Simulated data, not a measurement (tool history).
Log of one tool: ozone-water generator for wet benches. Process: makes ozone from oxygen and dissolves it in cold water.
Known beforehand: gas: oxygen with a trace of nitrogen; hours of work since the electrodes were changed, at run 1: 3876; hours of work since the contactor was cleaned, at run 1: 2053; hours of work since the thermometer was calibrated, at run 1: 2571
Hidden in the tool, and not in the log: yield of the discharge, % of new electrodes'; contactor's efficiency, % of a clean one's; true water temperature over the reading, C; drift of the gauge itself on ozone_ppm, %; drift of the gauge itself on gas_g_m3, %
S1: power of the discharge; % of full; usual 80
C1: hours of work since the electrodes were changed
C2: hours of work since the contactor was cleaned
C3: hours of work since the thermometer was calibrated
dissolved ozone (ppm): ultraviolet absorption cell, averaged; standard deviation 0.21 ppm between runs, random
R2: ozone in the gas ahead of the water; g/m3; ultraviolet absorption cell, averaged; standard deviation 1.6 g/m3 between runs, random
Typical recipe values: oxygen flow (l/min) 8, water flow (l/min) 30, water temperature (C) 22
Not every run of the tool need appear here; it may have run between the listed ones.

run 1 hour=0 | S1=80 oxygen_flow_(l/min)=8 water_flow_(l/min)=30 water_temperature_(C)=22 | C1=3876 C2=2053 C3=2571 | dissolved_ozone_(ppm)=24.4 R2=253.9
run 2 hour=171.1 | S1=80 oxygen_flow_(l/min)=8 water_flow_(l/min)=30 water_temperature_(C)=22 | C1=3979 C2=2156 C3=2674 | dissolved_ozone_(ppm)=23.9 R2=249.2
run 3 hour=328.3 | S1=80 oxygen_flow_(l/min)=8 water_flow_(l/min)=30 water_temperature_(C)=22 | C1=4074 C2=2251 C3=2769 | dissolved_ozone_(ppm)=24.1 R2=250.2
run 4 hour=431.1 | S1=40 oxygen_flow_(l/min)=8 water_flow_(l/min)=30 water_temperature_(C)=22 | C1=4136 C2=2313 C3=2831 | dissolved_ozone_(ppm)=16.7 R2=176.2
run 5 hour=553.8 | S1=40 oxygen_flow_(l/min)=8 water_flow_(l/min)=19 water_temperature_(C)=22 | C1=4209 C2=2386 C3=2905 | dissolved_ozone_(ppm)=23.5 R2=176.4
run 6 hour=736.4 | S1=40 oxygen_flow_(l/min)=8 water_flow_(l/min)=26 water_temperature_(C)=22 | C1=4319 C2=2496 C3=3014 | dissolved_ozone_(ppm)=18.9 R2=176.3
run 7 hour=906.4 | S1=81 oxygen_flow_(l/min)=8 water_flow_(l/min)=30 water_temperature_(C)=22 | C1=4422 C2=2599 C3=3117 | dissolved_ozone_(ppm)=23.3 R2=249
-- hour=1054.1 water thermometer calibrated
run 8 hour=1062.7 | S1=81 oxygen_flow_(l/min)=8 water_flow_(l/min)=30 water_temperature_(C)=22 | C1=4515 C2=2692 C3=5 | dissolved_ozone_(ppm)=23.1 R2=248.8
run 9 hour=1240.9 | S1=81 oxygen_flow_(l/min)=8 water_flow_(l/min)=30 water_temperature_(C)=22 | C1=4623 C2=2799 C3=112 | dissolved_ozone_(ppm)=23 R2=243.4
run 10 hour=1358 | S1=81 oxygen_flow_(l/min)=8 water_flow_(l/min)=30 water_temperature_(C)=22 | C1=4693 C2=2870 C3=183 | dissolved_ozone_(ppm)=22.9 R2=242.9
run 11 hour=1498.7 | S1=80 oxygen_flow_(l/min)=11.97 water_flow_(l/min)=30 water_temperature_(C)=22 | C1=4778 C2=2955 C3=267 | dissolved_ozone_(ppm)=21 R2=185.7
run 12 hour=1614.8 | S1=80 oxygen_flow_(l/min)=4.3 water_flow_(l/min)=30 water_temperature_(C)=22 | C1=4847 C2=3024 C3=337 | dissolved_ozone_(ppm)=22.8 R2=356
run 13 hour=1762.8 | S1=80 oxygen_flow_(l/min)=8 water_flow_(l/min)=30 water_temperature_(C)=22 | C1=4936 C2=3113 C3=426 | dissolved_ozone_(ppm)=22.3 R2=238.7
run 14 hour=1854.7 | S1=80 oxygen_flow_(l/min)=8 water_flow_(l/min)=30 water_temperature_(C)=22 | C1=4992 C2=3169 C3=482 | dissolved_ozone_(ppm)=22 R2=236
run 15 hour=1965.2 | S1=80 oxygen_flow_(l/min)=8 water_flow_(l/min)=30 water_temperature_(C)=22 | C1=5058 C2=3235 C3=548 | dissolved_ozone_(ppm)=22.1 R2=234.7
-- hour=2040.9 electrodes of the discharge changed
run 16 hour=2073.3 | S1=80 oxygen_flow_(l/min)=8 water_flow_(l/min)=30 water_temperature_(C)=22 | C1=19 C2=3297 C3=610 | dissolved_ozone_(ppm)=28.1 R2=304.9
run 17 hour=2168.5 | S1=53 oxygen_flow_(l/min)=7.01 water_flow_(l/min)=25 water_temperature_(C)=23 | C1=77 C2=3354 C3=667 | dissolved_ozone_(ppm)=25.2 R2=257.1
-- hour=2304.4 contactor cleaned
run 18 hour=2335.7 | S1=42 oxygen_flow_(l/min)=7.01 water_flow_(l/min)=25 water_temperature_(C)=18 | C1=175 C2=19 C3=765 | dissolved_ozone_(ppm)=26.3 R2=224.1
run 19 hour=2423.2 | S1=42 oxygen_flow_(l/min)=7.01 water_flow_(l/min)=25 water_temperature_(C)=18 | C1=228 C2=71 C3=818 | dissolved_ozone_(ppm)=26.6 R2=225.1
run 20 hour=2608.7 | S1=42 oxygen_flow_(l/min)=8 water_flow_(l/min)=30 water_temperature_(C)=16 | C1=339 C2=183 C3=929 | dissolved_ozone_(ppm)=23 R2=203.4
run 21 hour=2691.7 | S1=42 oxygen_flow_(l/min)=8 water_flow_(l/min)=30 water_temperature_(C)=16 | C1=389 C2=233 C3=979 | dissolved_ozone_(ppm)=22.9 R2=206.7
run 22 hour=2868.5 | S1=80 oxygen_flow_(l/min)=13.27 water_flow_(l/min)=42 water_temperature_(C)=22 | C1=495 C2=339 C3=1085 | dissolved_ozone_(ppm)=21.9 R2=215.4
run 23 hour=2962.8 | S1=80 oxygen_flow_(l/min)=6.27 water_flow_(l/min)=42 water_temperature_(C)=22 | C1=552 C2=396 C3=1142 | dissolved_ozone_(ppm)=22.8 R2=343.5
run 24 hour=3120 | S1=76 oxygen_flow_(l/min)=12.03 water_flow_(l/min)=35 water_temperature_(C)=22 | C1=647 C2=491 C3=1237 | dissolved_ozone_(ppm)=24.2 R2=220.2
run 25 hour=3240.9 | S1=48 oxygen_flow_(l/min)=12.2 water_flow_(l/min)=35 water_temperature_(C)=23 | C1=719 C2=563 C3=1310 | dissolved_ozone_(ppm)=18.1 R2=167.5
run 26 hour=3343 | S1=48 oxygen_flow_(l/min)=12.2 water_flow_(l/min)=35 water_temperature_(C)=23 | C1=781 C2=625 C3=1371 | dissolved_ozone_(ppm)=18 R2=167.3
run 27 hour=3522.9 | S1=48 oxygen_flow_(l/min)=12.2 water_flow_(l/min)=35 water_temperature_(C)=23 | C1=889 C2=733 C3=1479 | dissolved_ozone_(ppm)=18 R2=165.8
run 28 hour=3607.6 | S1=54 oxygen_flow_(l/min)=8 water_flow_(l/min)=37 water_temperature_(C)=22 | C1=940 C2=784 C3=1530 | dissolved_ozone_(ppm)=19.5 R2=234.4
run 29 hour=3715.5 | S1=81 oxygen_flow_(l/min)=8 water_flow_(l/min)=36 water_temperature_(C)=16 | C1=1005 C2=849 C3=1595 | dissolved_ozone_(ppm)=27.5 R2=294.2
run 30 hour=3887.7 | S1=81 oxygen_flow_(l/min)=8 water_flow_(l/min)=36 water_temperature_(C)=16 | C1=1109 C2=952 C3=1699 | dissolved_ozone_(ppm)=27.3 R2=291.8
run 31 hour=4058.2 | S1=80 oxygen_flow_(l/min)=8 water_flow_(l/min)=36 water_temperature_(C)=20 | C1=1211 C2=1055 C3=1801 | dissolved_ozone_(ppm)=25.5 R2=286.5
run 32 hour=4167.4 | S1=80 oxygen_flow_(l/min)=8 water_flow_(l/min)=20 water_temperature_(C)=28 | C1=1277 C2=1121 C3=1867 | dissolved_ozone_(ppm)=34.1 R2=284.6

Forecast each of these 5 alternatives for the next run:
run A hour=4355 | S1=80 oxygen_flow_(l/min)=8 water_flow_(l/min)=48 water_temperature_(C)=28 | C1=1390 C2=1234 C3=1980 | dissolved_ozone_(ppm)=? R2=?
run B hour=4355 | S1=49 oxygen_flow_(l/min)=13.17 water_flow_(l/min)=30 water_temperature_(C)=14 | C1=1390 C2=1234 C3=1980 | dissolved_ozone_(ppm)=? R2=?
run C hour=4355 | S1=41 oxygen_flow_(l/min)=8 water_flow_(l/min)=20 water_temperature_(C)=28 | C1=1390 C2=1234 C3=1980 | dissolved_ozone_(ppm)=? R2=?
run D hour=4355 | S1=80 oxygen_flow_(l/min)=8 water_flow_(l/min)=48 water_temperature_(C)=15 | C1=1390 C2=1234 C3=1980 | dissolved_ozone_(ppm)=? R2=?
run E hour=4355 | S1=80 oxygen_flow_(l/min)=6.27 water_flow_(l/min)=30 water_temperature_(C)=22 | C1=1390 C2=1234 C3=1980 | dissolved_ozone_(ppm)=? R2=?

run=A dissolved_ozone_(ppm)=17.3 R2=283.8
run=B dissolved_ozone_(ppm)=22.5 R2=155.7
run=C dissolved_ozone_(ppm)=23.2 R2=195
run=D dissolved_ozone_(ppm)=20 R2=285.5
run=E dissolved_ozone_(ppm)=28.8 R2=328.8
Without the tool's unlogged condition, the same runs would have read:
run=A dissolved_ozone_(ppm)=19.4 R2=301.5
run=B dissolved_ozone_(ppm)=24.6 R2=162.9
run=C dissolved_ozone_(ppm)=25.1 R2=202.7
run=D dissolved_ozone_(ppm)=22.4 R2=303.3
run=E dissolved_ozone_(ppm)=31.9 R2=349.3

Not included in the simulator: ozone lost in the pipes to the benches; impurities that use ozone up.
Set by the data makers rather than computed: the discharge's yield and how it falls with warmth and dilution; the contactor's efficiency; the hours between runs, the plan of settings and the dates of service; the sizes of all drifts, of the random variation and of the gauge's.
